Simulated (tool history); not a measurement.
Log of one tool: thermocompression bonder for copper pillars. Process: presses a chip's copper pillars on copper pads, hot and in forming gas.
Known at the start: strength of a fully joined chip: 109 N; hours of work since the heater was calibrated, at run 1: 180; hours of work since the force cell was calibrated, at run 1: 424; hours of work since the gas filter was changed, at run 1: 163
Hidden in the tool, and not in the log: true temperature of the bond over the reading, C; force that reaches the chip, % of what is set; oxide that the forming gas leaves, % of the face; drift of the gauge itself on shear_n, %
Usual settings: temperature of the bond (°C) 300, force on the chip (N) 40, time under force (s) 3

run   hour  temperature of the bond (°C)  force on the chip (N)  time under force (s)  hours of work since the heater was calibrated  hours of work since the force cell was calibrated  hours of work since the gas filter was changed  force that shears a chip off (N)
  1    0.0                           300                     40                     3                                            180                                                424                                             163                              69.2
  2   29.8                           300                     40                     3                                            194                                                438                                             177                              68.6
  3   58.7                           300                     40                     3                                            207                                                452                                             191                              69.4
      63.5  -- forming gas filter changed
  4   74.7                           300                     40                     2                                            215                                                459                                               5                              65.8
  5   95.7                           300                     40                     2                                            224                                                469                                              15                              65.4
  6  123.1                           327                     40                     3                                            237                                                482                                              28                              92.0
  7  151.5                           327                     40                     3                                            251                                                495                                              41                              91.4
  8  172.9                           300                     40                     5                                            261                                                505                                              51                              82.0
  9  193.8                           300                     40                     5                                            270                                                515                                              61                              82.3
 10  206.8                           300                     40                     5                                            277                                                521                                              67                              82.0
 11  220.0                           300                     40                     3                                            283                                                527                                              73                              72.3
 12  235.9                           300                     40                     3                                            290                                                534                                              81                              72.2
 13  256.6                           300                     40                     3                                            300                                                544                                              91                              72.7
 14  271.8                           300                     40                     3                                            307                                                551                                              98                              71.3
 15  284.1                           326                     40                     3                                            313                                                557                                             103                              88.2
 16  307.5                           326                     40                     3                                            324                                                568                                             114                              86.8
 17  336.6                           326                     40                     3                                            337                                                582                                             128                              86.9
 18  355.0                           326                     40                     3                                            346                                                590                                             137                              86.7
 19  375.2                           326                     40                     3                                            356                                                600                                             146                              86.8
     379.3  -- force cell calibrated
 20  404.8                           326                     40                     3                                            369                                                 12                                             159                              87.3
 21  429.7                           326                     40                     3                                            380                                                 24                                             171                              86.1
 22  446.3                           298                     39                     7                                            388                                                 31                                             179                              82.6
 23  464.1                           298                     39                     7                                            397                                                 40                                             187                              82.8
     476.6  -- forming gas filter changed
 24  478.9                           300                     40                     2                                            403                                                 46                                               1                              68.5
 25  500.8                           300                     40                     3                                            413                                                 57                                              11                              75.8
     510.9  -- force cell calibrated, once more
 26  523.3                           270                     39                     2                                            423                                                  6                                              21                              42.1
 27  538.4                           303                     33                     2                                            430                                                 13                                              28                              59.8

Forecast run 28:
 28  553.5                           303                     33                     7                                            437                                                 20                                              35                                 ?

{"run 28": {"force that shears a chip off (N)": 84.6}}
Without the tool's hidden state the same run would have given force that shears a chip off (N) 83.9.
